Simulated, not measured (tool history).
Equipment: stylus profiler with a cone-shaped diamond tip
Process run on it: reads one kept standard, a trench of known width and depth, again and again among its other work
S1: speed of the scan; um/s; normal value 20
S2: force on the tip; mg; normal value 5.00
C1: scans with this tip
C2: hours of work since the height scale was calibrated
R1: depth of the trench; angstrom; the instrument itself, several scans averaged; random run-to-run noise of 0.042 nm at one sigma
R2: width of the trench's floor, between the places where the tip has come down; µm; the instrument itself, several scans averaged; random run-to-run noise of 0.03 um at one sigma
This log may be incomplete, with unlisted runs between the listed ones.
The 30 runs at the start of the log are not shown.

run 31 hour=838.1 | S1=55 S2=5.23 | C1=11803 C2=1585 | R1=1017.1 R2=47.75
run 32 hour=855.5 | S1=28 S2=2.60 | C1=11856 C2=1593 | R1=1009.3 R2=47.85
run 33 hour=894.4 | S1=10 S2=9.83 | C1=11975 C2=1609 | R1=1028.3 R2=47.96
run 34 hour=910.5 | S1=10 S2=9.83 | C1=12024 C2=1615 | R1=1029.0 R2=47.93
run 35 hour=948.5 | S1=6 S2=4.80 | C1=12140 C2=1631 | R1=1014.9 R2=47.94
run 36 hour=965.3 | S1=6 S2=4.80 | C1=12191 C2=1638 | R1=1015.4 R2=47.94
run 37 hour=986.1 | S1=9 S2=6.00 | C1=12255 C2=1646 | R1=1019.1 R2=47.97
run 38 hour=1005.7 | S1=12 S2=3.74 | C1=12315 C2=1654 | R1=1012.2 R2=47.89
run 39 hour=1038.9 | S1=27 S2=2.58 | C1=12417 C2=1668 | R1=1008.7 R2=47.85
run 40 hour=1070.7 | S1=32 S2=4.86 | C1=12514 C2=1681 | R1=1015.4 R2=47.83
run 41 hour=1102.5 | S1=10 S2=5.00 | C1=12611 C2=1694 | R1=1016.0 R2=47.93
run 42 hour=1120.0 | S1=7 S2=5.00 | C1=12664 C2=1701 | R1=1016.7 R2=47.92
run 43 hour=1135.8 | S1=54 S2=2.91 | C1=12713 C2=1708 | R1=1009.3 R2=47.67
run 44 hour=1159.4 | S1=7 S2=2.55 | C1=12785 C2=1717 | R1=1008.4 R2=47.92
run 45 hour=1195.5 | S1=7 S2=2.55 | C1=12895 C2=1732 | R1=1008.6 R2=47.91
run 46 hour=1232.2 | S1=60 S2=2.75 | C1=13007 C2=1747 | R1=1009.7 R2=47.62
run 47 hour=1263.3 | S1=60 S2=2.75 | C1=13103 C2=1760 | R1=1009.1 R2=47.53

Predict each of these 3 candidate next runs independently; none follows another, all start after run 47:
run A hour=1290.9 | S1=60 S2=11.76 | C1=13187 C2=1771 | R1=? R2=?
run B hour=1290.9 | S1=17 S2=7.29 | C1=13187 C2=1771 | R1=? R2=?
run C hour=1290.9 | S1=8 S2=2.53 | C1=13187 C2=1771 | R1=? R2=?

run=A R1=1031.9 R2=47.76
run=B R1=1022.0 R2=47.93
run=C R1=1008.7 R2=47.88
Take away the tool's hidden state, keep each run's random variation, and the runs would have read:
run=A R1=1036.8 R2=48.41
run=B R1=1027.0 R2=48.58
run=C R1=1013.5 R2=48.53
